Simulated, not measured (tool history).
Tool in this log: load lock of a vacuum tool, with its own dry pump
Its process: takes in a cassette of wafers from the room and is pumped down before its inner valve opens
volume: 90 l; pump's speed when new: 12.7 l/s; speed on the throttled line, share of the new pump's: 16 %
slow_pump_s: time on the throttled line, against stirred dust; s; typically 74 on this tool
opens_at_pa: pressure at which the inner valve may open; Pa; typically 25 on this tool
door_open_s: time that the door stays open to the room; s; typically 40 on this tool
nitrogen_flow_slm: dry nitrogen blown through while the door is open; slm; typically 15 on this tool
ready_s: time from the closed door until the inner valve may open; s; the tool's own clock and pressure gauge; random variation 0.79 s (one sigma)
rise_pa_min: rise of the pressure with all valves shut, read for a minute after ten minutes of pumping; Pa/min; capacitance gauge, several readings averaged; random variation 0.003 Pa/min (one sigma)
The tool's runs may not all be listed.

| run | hour | slow_pump_s | opens_at_pa | door_open_s | nitrogen_flow_slm | incoming humidity of the room's air, % | ready_s | rise_pa_min |
|---|---|---|---|---|---|---|---|---|
| 1 | 0.0 | 74 | 25 | 40 | 15 | 46.8 | 127.6 | 0.116 |
| 2 | 175.2 | 74 | 25 | 40 | 15 | 41.1 | 128.3 | 0.125 |
| 3 | 450.6 | 74 | 25 | 40 | 15 | 44.6 | 128.2 | 0.141 |
| 4 | 782.5 | 50 | 25 | 40 | 15 | 47.0 | 107.7 | 0.168 |
| 5 | 1068.0 | 50 | 41 | 40 | 15 | 44.2 | 106.0 | 0.191 |
| 6 | 1396.5 | 74 | 25 | 40 | 15 | 44.7 | 128.9 | 0.229 |
| 7 | 1594.4 | 74 | 31 | 40 | 15 | 42.3 | 127.2 | 0.243 |
| 8 | 1912.4 | 74 | 31 | 40 | 15 | 42.3 | 127.4 | 0.280 |
| 9 | 2207.2 | 74 | 25 | 182 | 15 | 44.7 | 129.8 | 0.347 |
| 10 | 2493.7 | 74 | 25 | 182 | 15 | 39.6 | 130.9 | 0.377 |
| 11 | 2789.8 | 74 | 25 | 40 | 15 | 44.0 | 130.7 | 0.393 |
| 12 | 2965.3 | 74 | 25 | 40 | 15 | 45.5 | 131.5 | 0.405 |
| 13 | 3157.8 | 74 | 25 | 40 | 15 | 47.0 | 131.3 | 0.435 |
| 14 | 3383.6 | 122 | 25 | 40 | 15 | 45.3 | 169.9 | 0.482 |
|  | 3559.4 | door's seal changed, seat wiped |
| 15 | 3725.3 | 122 | 25 | 40 | 15 | 45.6 | 171.0 | 0.020 |
| 16 | 3885.5 | 122 | 25 | 40 | 15 | 46.0 | 170.4 | 0.031 |
| 17 | 4066.4 | 115 | 25 | 234 | 5 | 44.0 | 161.9 | 0.119 |
| 18 | 4292.1 | 134 | 23 | 40 | 15 | 46.1 | 181.5 | 0.044 |
| 19 | 4480.5 | 54 | 25 | 70 | 15 | 44.8 | 114.4 | 0.061 |
| 20 | 4646.9 | 59 | 29 | 168 | 6 | 46.5 | 118.6 | 0.118 |
| 21 | 4952.3 | 74 | 25 | 110 | 15 | 43.2 | 132.2 | 0.091 |
| 22 | 5121.4 | 74 | 25 | 110 | 15 | 47.4 | 133.1 | 0.102 |
| 23 | 5387.2 | 74 | 44 | 40 | 20 | 42.3 | 128.4 | 0.094 |
| 24 | 5565.0 | 74 | 42 | 40 | 12 | 45.7 | 128.4 | 0.112 |
| 25 | 5826.7 | 74 | 42 | 40 | 12 | 43.2 | 128.5 | 0.140 |
| 26 | 6065.4 | 91 | 25 | 80 | 15 | 45.3 | 147.2 | 0.163 |
| 27 | 6317.2 | 91 | 25 | 80 | 15 | 46.1 | 148.8 | 0.184 |
| 28 | 6491.4 | 91 | 25 | 80 | 15 | 42.6 | 144.9 | 0.203 |
| 29 | 6773.5 | 91 | 23 | 80 | 15 | 48.0 | 146.6 | 0.229 |
| 30 | 6995.2 | 122 | 25 | 143 | 11 | 46.5 | 170.3 | 0.284 |
| 31 | 7294.7 | 122 | 25 | 31 | 41 | 47.8 | 172.8 | 0.263 |

A few steps of ready_s between consecutive runs. Split each: what settings, incoming material and random variation would produce without the hidden state, and what is left over for the hidden state, along with gauge scatter present in only one of the two compared results (measured, and without hidden state):
The hidden state here: pump's speed, % of a new pump's; leak at the door's seal, Pa l/s; drift of the gauge itself on ready_s, %; drift of the gauge itself on rise_pa_min, %.
Run 13 -> 14: slow_pump_s 74 -> 122. ready_s +38.6 s: hidden state -1.4, all else +40.0.
Run 18 -> 19: slow_pump_s 134 -> 54, opens_at_pa 23 -> 25, door_open_s 40 -> 70. ready_s -67.1 s: hidden state +2.7, all else -69.8.
Run 29 -> 30: slow_pump_s 91 -> 122, opens_at_pa 23 -> 25, door_open_s 80 -> 143, nitrogen_flow_slm 15 -> 11. ready_s +23.7 s: hidden state -1.3, all else +25.0.

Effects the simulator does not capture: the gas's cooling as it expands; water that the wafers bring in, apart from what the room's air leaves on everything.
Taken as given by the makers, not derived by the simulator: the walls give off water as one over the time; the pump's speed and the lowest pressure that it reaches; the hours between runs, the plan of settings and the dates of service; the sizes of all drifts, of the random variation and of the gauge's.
